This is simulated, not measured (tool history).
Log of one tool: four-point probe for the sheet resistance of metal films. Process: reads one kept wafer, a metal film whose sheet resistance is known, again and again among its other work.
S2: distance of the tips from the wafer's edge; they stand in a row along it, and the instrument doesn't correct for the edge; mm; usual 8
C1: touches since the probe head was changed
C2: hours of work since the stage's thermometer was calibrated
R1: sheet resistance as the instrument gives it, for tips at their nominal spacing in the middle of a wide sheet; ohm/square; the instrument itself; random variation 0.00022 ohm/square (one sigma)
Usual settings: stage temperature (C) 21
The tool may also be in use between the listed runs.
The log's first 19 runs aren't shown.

Run 20, hour 708.6: usual settings but stage temperature (C) 25, S2 12 mm; C1 79538; C2 1748. Result: R1 1.116339 ohm/square.
Run 21, hour 754.5: usual settings but stage temperature (C) 25, S2 12 mm; C1 81629; C2 1781. Result: R1 1.116433 ohm/square.
Run 22, hour 807.2: usual settings but stage temperature (C) 20, S2 18 mm; C1 84032; C2 1818. Result: R1 1.11197 ohm/square.
Run 23, hour 837.3: usual settings but stage temperature (C) 20, S2 18 mm; C1 85406; C2 1840. Result: R1 1.111723 ohm/square.
Run 24, hour 860.3: usual settings but stage temperature (C) 19, S2 25 mm; C1 86453; C2 1856. Result: R1 1.111105 ohm/square.
Run 25, hour 893.3: usual settings but stage temperature (C) 29; C1 87958; C2 1880. Result: R1 1.120977 ohm/square.
Run 26, hour 938: usual settings but stage temperature (C) 28, S2 6 mm; C1 89997; C2 1911. Result: R1 1.122219 ohm/square.
Run 27, hour 974.8: usual settings but stage temperature (C) 27, S2 69 mm; C1 91674; C2 1937. Result: R1 1.11784 ohm/square.
Run 28, hour 1016.8: usual settings; C1 93588; C2 1967. Result: R1 1.115047 ohm/square.
At hour 1029.4: stage's thermometer calibrated.
Run 29, hour 1041.9: usual settings but stage temperature (C) 31, S2 3 mm; C1 94710; C2 9. Result: R1 1.138767 ohm/square.
Run 30, hour 1092: usual settings but stage temperature (C) 31, S2 3 mm; C1 96992; C2 44. Result: R1 1.138903 ohm/square.
Run 31, hour 1121.5: usual settings but stage temperature (C) 24, S2 24 mm; C1 98340; C2 65. Result: R1 1.117198 ohm/square.
Run 32, hour 1172.8: usual settings but stage temperature (C) 24, S2 24 mm; C1 100679; C2 102. Result: R1 1.117908 ohm/square.
Run 33, hour 1219.3: usual settings but stage temperature (C) 30, S2 16 mm; C1 102795; C2 135. Result: R1 1.122929 ohm/square.

Forecast each of these 4 alternatives for the next run:
Run A, hour 1248.9: usual settings but stage temperature (C) 30, S2 4 mm; C1 104145; C2 156. Result: R1 ?.
Run B, hour 1248.9: usual settings but stage temperature (C) 26; C1 104145; C2 156. Result: R1 ?.
Run C, hour 1248.9: usual settings but S2 71 mm; C1 104145; C2 156. Result: R1 ?.
Run D, hour 1248.9: usual settings but stage temperature (C) 24; C1 104145; C2 156. Result: R1 ?.

run        R1
  A  1.131888
  B   1.12158
  C  1.115585
  D  1.120275
Without the tool's hidden state the same runs would have given:
run        R1
  A  1.127306
  B  1.117038
  C  1.111067
  D  1.115739

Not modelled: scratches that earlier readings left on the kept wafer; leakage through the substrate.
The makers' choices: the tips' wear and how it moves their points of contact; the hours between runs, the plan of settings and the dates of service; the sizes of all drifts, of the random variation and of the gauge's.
